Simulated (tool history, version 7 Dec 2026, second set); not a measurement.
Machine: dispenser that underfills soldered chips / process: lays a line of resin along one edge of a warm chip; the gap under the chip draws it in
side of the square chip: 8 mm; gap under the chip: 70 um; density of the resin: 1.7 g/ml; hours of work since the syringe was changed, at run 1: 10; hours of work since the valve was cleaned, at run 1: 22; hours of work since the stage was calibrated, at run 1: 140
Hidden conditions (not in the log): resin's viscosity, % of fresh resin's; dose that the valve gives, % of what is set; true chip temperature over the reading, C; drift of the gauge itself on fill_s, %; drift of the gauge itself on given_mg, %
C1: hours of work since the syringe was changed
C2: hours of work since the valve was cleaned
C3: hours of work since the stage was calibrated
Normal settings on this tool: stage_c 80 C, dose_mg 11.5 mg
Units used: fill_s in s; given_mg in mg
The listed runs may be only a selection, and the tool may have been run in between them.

{"run": 1, "hour": 0.0, "stage_c": 80, "dose_mg": 11.5, "C1": 10, "C2": 22, "C3": 140, "fill_s": 45.3, "given_mg": 11.24}
{"hour": 2.4, "done": "new syringe of resin"}
{"run": 2, "hour": 8.2, "stage_c": 80, "dose_mg": 11.5, "C1": 4, "C2": 27, "C3": 146, "fill_s": 31.4, "given_mg": 11.29}
{"run": 3, "hour": 17.8, "stage_c": 80, "dose_mg": 11.5, "C1": 11, "C2": 34, "C3": 153, "fill_s": 48.2, "given_mg": 11.17}
{"hour": 19.5, "done": "new syringe of resin"}
{"run": 4, "hour": 28.2, "stage_c": 80, "dose_mg": 11.5, "C1": 6, "C2": 42, "C3": 160, "fill_s": 35.3, "given_mg": 11.04}
{"hour": 35.3, "done": "new syringe of resin"}
{"run": 5, "hour": 44.9, "stage_c": 80, "dose_mg": 10.3, "C1": 7, "C2": 54, "C3": 172, "fill_s": 39.2, "given_mg": 9.86}
{"hour": 51.2, "done": "new syringe of resin"}
{"run": 6, "hour": 55.9, "stage_c": 80, "dose_mg": 10.1, "C1": 3, "C2": 61, "C3": 180, "fill_s": 30.6, "given_mg": 9.58}
{"run": 7, "hour": 64.8, "stage_c": 80, "dose_mg": 10.1, "C1": 10, "C2": 68, "C3": 186, "fill_s": 47.0, "given_mg": 9.41}
{"hour": 67.3, "done": "new syringe of resin"}
{"run": 8, "hour": 78.9, "stage_c": 80, "dose_mg": 10.1, "C1": 8, "C2": 78, "C3": 196, "fill_s": 42.5, "given_mg": 9.39}
{"hour": 83.2, "done": "new syringe of resin"}
{"run": 9, "hour": 95.1, "stage_c": 80, "dose_mg": 10.1, "C1": 9, "C2": 90, "C3": 208, "fill_s": 44.3, "given_mg": 9.3}
{"hour": 99.5, "done": "new syringe of resin"}
{"run": 10, "hour": 108.3, "stage_c": 80, "dose_mg": 11.5, "C1": 6, "C2": 99, "C3": 217, "fill_s": 36.4, "given_mg": 10.43}
{"hour": 116.2, "done": "new syringe of resin"}
{"hour": 118.2, "done": "dispensing valve cleaned and set on the balance"}
{"run": 11, "hour": 121.2, "stage_c": 80, "dose_mg": 11.0, "C1": 3, "C2": 2, "C3": 226, "fill_s": 28.8, "given_mg": 11.03}
{"hour": 134.4, "done": "new syringe of resin"}
{"run": 12, "hour": 138.8, "stage_c": 80, "dose_mg": 11.0, "C1": 3, "C2": 15, "C3": 238, "fill_s": 29.4, "given_mg": 10.9}
{"hour": 151.4, "done": "new syringe of resin"}
{"run": 13, "hour": 151.4, "stage_c": 80, "dose_mg": 11.0, "C1": 0, "C2": 24, "C3": 247, "fill_s": 25.0, "given_mg": 10.82}
{"hour": 167.5, "done": "new syringe of resin"}
{"run": 14, "hour": 169.1, "stage_c": 92, "dose_mg": 11.3, "C1": 1, "C2": 36, "C3": 260, "fill_s": 14.5, "given_mg": 10.96}
{"run": 15, "hour": 182.7, "stage_c": 79, "dose_mg": 11.1, "C1": 11, "C2": 46, "C3": 270, "fill_s": 50.7, "given_mg": 10.64}
{"hour": 183.9, "done": "new syringe of resin"}
{"run": 16, "hour": 195.6, "stage_c": 87, "dose_mg": 11.5, "C1": 8, "C2": 55, "C3": 279, "fill_s": 29.6, "given_mg": 10.85}
{"hour": 200.6, "done": "new syringe of resin"}
{"run": 17, "hour": 212.9, "stage_c": 80, "dose_mg": 13.4, "C1": 9, "C2": 68, "C3": 291, "fill_s": 41.5, "given_mg": 12.57}
{"hour": 217.2, "done": "new syringe of resin"}
{"run": 18, "hour": 229.0, "stage_c": 88, "dose_mg": 11.0, "C1": 9, "C2": 79, "C3": 303, "fill_s": 29.5, "given_mg": 10.23}
{"hour": 233.5, "done": "new syringe of resin"}
{"run": 19, "hour": 246.7, "stage_c": 72, "dose_mg": 12.2, "C1": 10, "C2": 92, "C3": 315, "fill_s": 67.8, "given_mg": 11.08}

3 options for the next run, each taken on its own from the tool as it stands now. Forecast them:
{"hour": 249.7, "done": "new syringe of resin"}
{"run": "A", "hour": 264.0, "stage_c": 90, "dose_mg": 10.4, "C1": 10, "C2": 104, "C3": 328, "fill_s": "?", "given_mg": "?"}
{"hour": 249.7, "done": "new syringe of resin"}
{"run": "B", "hour": 264.0, "stage_c": 67, "dose_mg": 11.5, "C1": 10, "C2": 104, "C3": 328, "fill_s": "?", "given_mg": "?"}
{"hour": 249.7, "done": "new syringe of resin"}
{"run": "C", "hour": 264.0, "stage_c": 90, "dose_mg": 10.7, "C1": 10, "C2": 104, "C3": 328, "fill_s": "?", "given_mg": "?"}

run=A fill_s=30.6 given_mg=9.39
run=B fill_s=92.7 given_mg=10.30
run=C fill_s=30.3 given_mg=9.64
Had the tool no hidden state, the same runs would have come out as:
run=A fill_s=15.1 given_mg=10.41
run=B fill_s=45.5 given_mg=11.43
run=C fill_s=15.0 given_mg=10.68
